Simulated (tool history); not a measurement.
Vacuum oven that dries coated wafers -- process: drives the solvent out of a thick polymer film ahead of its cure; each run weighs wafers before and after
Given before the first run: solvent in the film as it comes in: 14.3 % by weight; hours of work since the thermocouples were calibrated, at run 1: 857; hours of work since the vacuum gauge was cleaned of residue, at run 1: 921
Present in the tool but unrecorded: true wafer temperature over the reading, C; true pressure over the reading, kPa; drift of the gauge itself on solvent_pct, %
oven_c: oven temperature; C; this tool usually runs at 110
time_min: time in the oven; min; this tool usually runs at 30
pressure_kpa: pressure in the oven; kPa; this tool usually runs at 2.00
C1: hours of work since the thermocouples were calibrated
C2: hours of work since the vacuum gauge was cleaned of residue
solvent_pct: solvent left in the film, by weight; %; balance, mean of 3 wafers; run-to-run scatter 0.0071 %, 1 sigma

{"run": 1, "hour": 0.0, "oven_c": 110, "time_min": 30, "pressure_kpa": 2.0, "C1": 857, "C2": 921, "solvent_pct": 2.374}
{"run": 2, "hour": 49.0, "oven_c": 110, "time_min": 30, "pressure_kpa": 2.0, "C1": 885, "C2": 948, "solvent_pct": 2.366}
{"run": 3, "hour": 107.5, "oven_c": 110, "time_min": 30, "pressure_kpa": 2.0, "C1": 918, "C2": 981, "solvent_pct": 2.365}
{"run": 4, "hour": 174.3, "oven_c": 110, "time_min": 30, "pressure_kpa": 2.0, "C1": 955, "C2": 1018, "solvent_pct": 2.368}
{"run": 5, "hour": 222.0, "oven_c": 110, "time_min": 30, "pressure_kpa": 2.0, "C1": 982, "C2": 1045, "solvent_pct": 2.367}
{"run": 6, "hour": 282.5, "oven_c": 110, "time_min": 30, "pressure_kpa": 2.0, "C1": 1016, "C2": 1079, "solvent_pct": 2.352}
{"hour": 304.6, "done": "oven's thermocouples calibrated"}
{"run": 7, "hour": 369.6, "oven_c": 110, "time_min": 30, "pressure_kpa": 2.0, "C1": 36, "C2": 1127, "solvent_pct": 2.499}
{"run": 8, "hour": 427.1, "oven_c": 110, "time_min": 30, "pressure_kpa": 2.0, "C1": 69, "C2": 1159, "solvent_pct": 2.514}
{"run": 9, "hour": 506.0, "oven_c": 110, "time_min": 50, "pressure_kpa": 2.0, "C1": 113, "C2": 1203, "solvent_pct": 1.158}
{"run": 10, "hour": 570.1, "oven_c": 110, "time_min": 30, "pressure_kpa": 2.0, "C1": 149, "C2": 1239, "solvent_pct": 2.496}
{"run": 11, "hour": 654.6, "oven_c": 110, "time_min": 30, "pressure_kpa": 2.0, "C1": 196, "C2": 1287, "solvent_pct": 2.49}
{"run": 12, "hour": 731.1, "oven_c": 110, "time_min": 30, "pressure_kpa": 2.0, "C1": 239, "C2": 1329, "solvent_pct": 2.479}
{"run": 13, "hour": 825.2, "oven_c": 112, "time_min": 30, "pressure_kpa": 2.0, "C1": 292, "C2": 1382, "solvent_pct": 2.197}
{"run": 14, "hour": 866.4, "oven_c": 112, "time_min": 30, "pressure_kpa": 2.0, "C1": 315, "C2": 1405, "solvent_pct": 2.201}
{"run": 15, "hour": 926.7, "oven_c": 112, "time_min": 30, "pressure_kpa": 2.0, "C1": 349, "C2": 1439, "solvent_pct": 2.184}
{"run": 16, "hour": 997.3, "oven_c": 112, "time_min": 30, "pressure_kpa": 2.0, "C1": 388, "C2": 1479, "solvent_pct": 2.183}
{"hour": 1003.2, "done": "vacuum gauge cleaned of residue and calibrated"}
{"run": 17, "hour": 1077.4, "oven_c": 112, "time_min": 37, "pressure_kpa": 5.27, "C1": 433, "C2": 42, "solvent_pct": 2.301}
{"run": 18, "hour": 1177.6, "oven_c": 119, "time_min": 33, "pressure_kpa": 6.14, "C1": 489, "C2": 98, "solvent_pct": 1.911}
{"run": 19, "hour": 1224.2, "oven_c": 110, "time_min": 18, "pressure_kpa": 3.57, "C1": 515, "C2": 124, "solvent_pct": 4.683}
{"run": 20, "hour": 1314.5, "oven_c": 109, "time_min": 45, "pressure_kpa": 7.69, "C1": 566, "C2": 175, "solvent_pct": 2.83}
{"run": 21, "hour": 1374.1, "oven_c": 110, "time_min": 30, "pressure_kpa": 5.3, "C1": 599, "C2": 208, "solvent_pct": 3.153}
{"hour": 1406.5, "done": "vacuum gauge cleaned of residue and calibrated, once more"}
{"run": 22, "hour": 1468.7, "oven_c": 109, "time_min": 30, "pressure_kpa": 3.88, "C1": 651, "C2": 35, "solvent_pct": 2.939}
{"run": 23, "hour": 1525.7, "oven_c": 112, "time_min": 30, "pressure_kpa": 2.54, "C1": 683, "C2": 67, "solvent_pct": 2.212}
{"run": 24, "hour": 1623.2, "oven_c": 112, "time_min": 30, "pressure_kpa": 2.54, "C1": 738, "C2": 122, "solvent_pct": 2.206}

5 ways to go on from here, each from the tool as it stands after run 24. What would each give?
{"run": "A", "hour": 1666.8, "oven_c": 119, "time_min": 33, "pressure_kpa": 5.21, "C1": 762, "C2": 146, "solvent_pct": "?"}
{"run": "B", "hour": 1666.8, "oven_c": 113, "time_min": 30, "pressure_kpa": 3.2, "C1": 762, "C2": 146, "solvent_pct": "?"}
{"run": "C", "hour": 1666.8, "oven_c": 110, "time_min": 31, "pressure_kpa": 5.6, "C1": 762, "C2": 146, "solvent_pct": "?"}
{"run": "D", "hour": 1666.8, "oven_c": 98, "time_min": 30, "pressure_kpa": 4.52, "C1": 762, "C2": 146, "solvent_pct": "?"}
{"run": "E", "hour": 1666.8, "oven_c": 96, "time_min": 20, "pressure_kpa": 2.0, "C1": 762, "C2": 146, "solvent_pct": "?"}

run=A solvent_pct=1.667
run=B solvent_pct=2.212
run=C solvent_pct=3.051
run=D solvent_pct=5.015
run=E solvent_pct=6.254
With the hidden condition removed and each run's random variation left untouched, the same runs would have given:
run=A solvent_pct=1.766
run=B solvent_pct=2.344
run=C solvent_pct=3.208
run=D solvent_pct=5.208
run=E solvent_pct=6.423

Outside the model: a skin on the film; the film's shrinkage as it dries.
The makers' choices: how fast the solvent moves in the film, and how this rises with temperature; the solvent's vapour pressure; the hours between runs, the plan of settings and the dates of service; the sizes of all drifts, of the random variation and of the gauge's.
